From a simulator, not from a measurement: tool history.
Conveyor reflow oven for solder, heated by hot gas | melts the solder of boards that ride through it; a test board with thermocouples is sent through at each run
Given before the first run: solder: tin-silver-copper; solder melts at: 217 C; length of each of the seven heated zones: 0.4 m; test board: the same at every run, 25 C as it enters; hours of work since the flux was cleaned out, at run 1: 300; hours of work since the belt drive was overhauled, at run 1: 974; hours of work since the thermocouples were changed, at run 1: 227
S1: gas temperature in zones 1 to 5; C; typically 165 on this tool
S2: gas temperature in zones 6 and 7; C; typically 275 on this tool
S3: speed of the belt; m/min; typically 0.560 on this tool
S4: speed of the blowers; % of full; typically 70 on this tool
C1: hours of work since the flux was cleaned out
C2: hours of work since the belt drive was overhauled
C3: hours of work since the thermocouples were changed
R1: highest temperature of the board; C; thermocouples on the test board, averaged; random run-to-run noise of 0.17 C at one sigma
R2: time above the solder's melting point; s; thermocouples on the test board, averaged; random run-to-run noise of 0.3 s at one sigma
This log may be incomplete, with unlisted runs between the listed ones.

run 1 hour=0.0 | S1=165 S2=275 S3=0.560 S4=70 | C1=300 C2=974 C3=227 | R1=259.9 R2=68.7
-- hour=44.6 flux residue cleaned out of gas plates and filters
run 2 hour=53.8 | S1=165 S2=275 S3=0.560 S4=70 | C1=4 C2=996 C3=248 | R1=260.9 R2=69.5
run 3 hour=106.0 | S1=165 S2=275 S3=0.621 S4=70 | C1=27 C2=1019 C3=271 | R1=257.3 R2=60.4
run 4 hour=130.5 | S1=165 S2=275 S3=0.560 S4=70 | C1=38 C2=1029 C3=282 | R1=260.7 R2=69.5
run 5 hour=183.6 | S1=165 S2=275 S3=0.560 S4=70 | C1=61 C2=1052 C3=305 | R1=261.0 R2=69.6
run 6 hour=231.4 | S1=165 S2=275 S3=0.560 S4=70 | C1=82 C2=1073 C3=326 | R1=260.9 R2=69.1
run 7 hour=259.7 | S1=165 S2=276 S3=0.560 S4=70 | C1=94 C2=1086 C3=338 | R1=261.8 R2=70.0
run 8 hour=313.5 | S1=165 S2=275 S3=0.560 S4=70 | C1=118 C2=1109 C3=362 | R1=260.6 R2=69.8
run 9 hour=339.1 | S1=165 S2=275 S3=0.560 S4=70 | C1=129 C2=1121 C3=373 | R1=261.0 R2=69.2
run 10 hour=386.6 | S1=165 S2=275 S3=0.560 S4=70 | C1=150 C2=1141 C3=394 | R1=260.8 R2=69.7
run 11 hour=433.4 | S1=165 S2=275 S3=0.656 S4=70 | C1=170 C2=1162 C3=414 | R1=255.3 R2=55.0
run 12 hour=485.2 | S1=165 S2=275 S3=0.656 S4=70 | C1=193 C2=1184 C3=437 | R1=255.1 R2=54.2
run 13 hour=512.6 | S1=164 S2=275 S3=0.560 S4=70 | C1=205 C2=1196 C3=449 | R1=260.6 R2=69.3
run 14 hour=541.9 | S1=164 S2=275 S3=0.560 S4=70 | C1=218 C2=1209 C3=462 | R1=260.3 R2=68.5
run 15 hour=584.4 | S1=164 S2=275 S3=0.560 S4=70 | C1=236 C2=1228 C3=480 | R1=260.4 R2=68.8
run 16 hour=620.1 | S1=158 S2=275 S3=0.560 S4=70 | C1=252 C2=1243 C3=496 | R1=259.3 R2=66.5
run 17 hour=649.9 | S1=151 S2=275 S3=0.560 S4=56 | C1=265 C2=1257 C3=509 | R1=254.3 R2=60.0
run 18 hour=685.5 | S1=158 S2=281 S3=0.560 S4=56 | C1=280 C2=1272 C3=525 | R1=261.4 R2=66.6
-- hour=697.2 belt drive overhauled, speed set with a stopwatch
run 19 hour=727.7 | S1=158 S2=281 S3=0.560 S4=56 | C1=297 C2=13 C3=541 | R1=260.1 R2=64.0
-- hour=776.3 flux residue cleaned out of gas plates and filters
run 20 hour=783.9 | S1=171 S2=269 S3=0.509 S4=56 | C1=3 C2=36 C3=564 | R1=255.8 R2=73.2
run 21 hour=819.8 | S1=167 S2=275 S3=0.577 S4=60 | C1=19 C2=51 C3=579 | R1=257.6 R2=63.4
run 22 hour=849.7 | S1=152 S2=275 S3=0.540 S4=70 | C1=32 C2=65 C3=592 | R1=260.1 R2=66.2
run 23 hour=875.4 | S1=152 S2=277 S3=0.560 S4=88 | C1=43 C2=76 C3=604 | R1=264.3 R2=66.2
run 24 hour=918.5 | S1=159 S2=277 S3=0.552 S4=88 | C1=62 C2=95 C3=623 | R1=265.0 R2=70.6
run 25 hour=951.9 | S1=159 S2=277 S3=0.552 S4=88 | C1=77 C2=109 C3=637 | R1=265.4 R2=70.3
run 26 hour=984.1 | S1=174 S2=277 S3=0.552 S4=88 | C1=91 C2=123 C3=651 | R1=266.8 R2=76.6
run 27 hour=1015.9 | S1=176 S2=272 S3=0.552 S4=88 | C1=105 C2=137 C3=665 | R1=262.7 R2=74.4
-- hour=1051.0 thermocouples of zones 6 and 7 changed
run 28 hour=1069.2 | S1=176 S2=272 S3=0.552 S4=88 | C1=127 C2=160 C3=8 | R1=261.7 R2=73.8
run 29 hour=1115.8 | S1=176 S2=272 S3=0.552 S4=88 | C1=148 C2=180 C3=28 | R1=261.5 R2=74.1
run 30 hour=1155.4 | S1=165 S2=275 S3=0.574 S4=67 | C1=165 C2=197 C3=46 | R1=258.1 R2=63.5
run 31 hour=1186.9 | S1=151 S2=275 S3=0.560 S4=55 | C1=179 C2=211 C3=59 | R1=253.3 R2=56.5
run 32 hour=1236.6 | S1=151 S2=275 S3=0.560 S4=55 | C1=201 C2=233 C3=81 | R1=253.0 R2=56.7

Results per run with the tool's hidden condition removed, run-to-run variation unchanged:
Unlogged tool condition in this case: heat that the gas passes to the board, % of a clean oven's; belt's true speed, % of the reading; true gas temperature in zones 6 and 7 over the reading, C; drift of the gauge itself on peak_c, C; drift of the gauge itself on liquid_s, %.
run=1 R1=260.4 R2=67.8
run=2 R1=260.3 R2=67.6
run=3 R1=256.7 R2=58.7
run=4 R1=260.2 R2=67.5
run=5 R1=260.5 R2=67.7
run=6 R1=260.4 R2=67.2
run=7 R1=261.4 R2=68.1
run=8 R1=260.2 R2=67.9
run=9 R1=260.6 R2=67.3
run=10 R1=260.5 R2=67.8
run=11 R1=255.0 R2=53.5
run=12 R1=254.9 R2=52.8
run=13 R1=260.4 R2=67.5
run=14 R1=260.0 R2=66.7
run=15 R1=260.2 R2=66.9
run=16 R1=259.2 R2=64.8
run=17 R1=254.0 R2=58.3
run=18 R1=261.1 R2=64.7
run=19 R1=260.9 R2=64.7
run=20 R1=255.5 R2=72.9
run=21 R1=257.4 R2=63.2
run=22 R1=259.9 R2=66.0
run=23 R1=264.2 R2=66.1
run=24 R1=264.9 R2=70.5
run=25 R1=265.4 R2=70.1
run=26 R1=266.6 R2=76.3
run=27 R1=262.5 R2=74.2
run=28 R1=262.5 R2=74.1
run=29 R1=262.4 R2=74.3
run=30 R1=259.0 R2=64.0
run=31 R1=254.3 R2=57.2
run=32 R1=254.1 R2=57.4
